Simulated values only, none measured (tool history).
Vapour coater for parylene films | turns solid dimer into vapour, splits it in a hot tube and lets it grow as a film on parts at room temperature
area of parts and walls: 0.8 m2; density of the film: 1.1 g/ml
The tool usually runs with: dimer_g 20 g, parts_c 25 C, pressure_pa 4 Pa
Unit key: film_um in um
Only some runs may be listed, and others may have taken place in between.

Run 1, day 0: usual settings. Result: film_um 17.95 um.
Run 2, day 0.421: usual settings but dimer_g 29 g. Result: film_um 25.78 um.
Run 3, day 0.892: usual settings but dimer_g 29 g. Result: film_um 25.55 um.
Run 4, day 1.538: usual settings but dimer_g 29 g. Result: film_um 25.53 um.
Run 5, day 2.325: usual settings. Result: film_um 17.61 um.
Run 6, day 3.079: usual settings. Result: film_um 17.62 um.
Run 7, day 3.538: usual settings. Result: film_um 17.84 um.
Run 8, day 4.058: usual settings. Result: film_um 17.58 um.
Run 9, day 4.604: usual settings but pressure_pa 10.74 Pa. Result: film_um 15.28 um.
Run 10, day 5.112: usual settings. Result: film_um 17.69 um.
Run 11, day 5.621: usual settings. Result: film_um 17.5 um.
Run 12, day 6.229: usual settings but pressure_pa 3.1 Pa. Result: film_um 18.42 um.
Run 13, day 6.696: usual settings but pressure_pa 3.1 Pa. Result: film_um 17.8 um.
Run 14, day 7.479: usual settings but pressure_pa 3.1 Pa. Result: film_um 17.68 um.
Run 15, day 7.933: usual settings. Result: film_um 17.09 um.
Run 16, day 8.567: usual settings. Result: film_um 17.31 um.
Run 17, day 9.3: usual settings. Result: film_um 17.4 um.
Run 18, day 9.946: usual settings. Result: film_um 17.25 um.
Run 19, day 10.667: usual settings. Result: film_um 17.21 um.
Run 20, day 11.4: usual settings. Result: film_um 17.44 um.
Run 21, day 11.788: usual settings but parts_c 28 C. Result: film_um 15.41 um.
Run 22, day 12.308: usual settings but parts_c 28 C. Result: film_um 15.55 um.
Run 23, day 12.958: usual settings but parts_c 27 C. Result: film_um 15.48 um.
Run 24, day 13.388: usual settings but dimer_g 33 g, parts_c 27 C, pressure_pa 4.52 Pa. Result: film_um 24.32 um.
Run 25, day 13.821: usual settings but dimer_g 33 g, parts_c 27 C, pressure_pa 4.52 Pa. Result: film_um 24.56 um.
Run 26, day 14.217: usual settings but parts_c 18 C. Result: film_um 19.86 um.
Run 27, day 15.15: usual settings but dimer_g 10 g, parts_c 34 C, pressure_pa 2.44 Pa. Result: film_um 7.39 um.
Run 28, day 15.821: usual settings but dimer_g 26 g, parts_c 29 C. Result: film_um 20.91 um.
Run 29, day 16.229: usual settings but dimer_g 23 g. Result: film_um 20.9 um.
Run 30, day 16.767: usual settings but dimer_g 16 g. Result: film_um 14.44 um.
Run 31, day 17.2: usual settings but dimer_g 16 g. Result: film_um 14.53 um.
Run 32, day 17.525: usual settings but dimer_g 16 g. Result: film_um 14.71 um.
Run 33, day 18.112: usual settings but dimer_g 15 g, parts_c 31 C, pressure_pa 6.35 Pa. Result: film_um 10.49 um.
Run 34, day 18.617: usual settings but dimer_g 15 g, parts_c 31 C, pressure_pa 6.35 Pa. Result: film_um 10.35 um.
Run 35, day 19.292: usual settings but dimer_g 16 g, parts_c 31 C, pressure_pa 6.35 Pa. Result: film_um 11.19 um.
Run 36, day 20.046: usual settings but dimer_g 9 g, pressure_pa 10.32 Pa. Result: film_um 7.04 um.
Run 37, day 20.825: usual settings but dimer_g 18 g, parts_c 21 C, pressure_pa 7.48 Pa. Result: film_um 16.75 um.
Run 38, day 21.412: usual settings but dimer_g 18 g, parts_c 21 C, pressure_pa 7.48 Pa. Result: film_um 16.79 um.
Run 39, day 22.042: usual settings but dimer_g 16 g, parts_c 19 C, pressure_pa 3.59 Pa. Result: film_um 17.39 um.
Run 40, day 22.379: usual settings but dimer_g 8 g. Result: film_um 7.24 um.
Run 41, day 23.104: usual settings but dimer_g 14 g, parts_c 37 C, pressure_pa 2.16 Pa. Result: film_um 9.34 um.
Run 42, day 23.888: usual settings but dimer_g 12 g, parts_c 37 C, pressure_pa 2.16 Pa. Result: film_um 7.93 um.
Run 43, day 24.6: usual settings but parts_c 24 C, pressure_pa 2.37 Pa. Result: film_um 19.72 um.
Run 44, day 25.117: usual settings but dimer_g 24 g, parts_c 34 C, pressure_pa 8.8 Pa. Result: film_um 14.22 um.
Run 45, day 25.775: usual settings but dimer_g 34 g, parts_c 18 C, pressure_pa 7.41 Pa. Result: film_um 34.82 um.
Run 46, day 26.238: usual settings but dimer_g 36 g, parts_c 35 C, pressure_pa 7.41 Pa. Result: film_um 20.96 um.

Not shown here: 2 entries made in the log between runs. Locate each between two listed runs and compare the hidden state at the listed run before it with the hidden state at the listed run after it:
Logged between run 22 and run 23: trap's valve overhauled (day 12.521)
  vapour lost through the trap's worn valve, %: 7.3 -> 11.5; true temperature of the parts over the reading, C: 0.62 -> 0.63
  measured result minus the result with no hidden state, film_um: -1.57 -> -2.37 um
Logged between run 26 and run 27: trap's valve overhauled, once more (day 15.117)
  vapour lost through the trap's worn valve, %: 11.9 -> 0.2; true temperature of the parts over the reading, C: 0.64 -> 0.65
  measured result minus the result with no hidden state, film_um: -2.68 -> -0.16 um
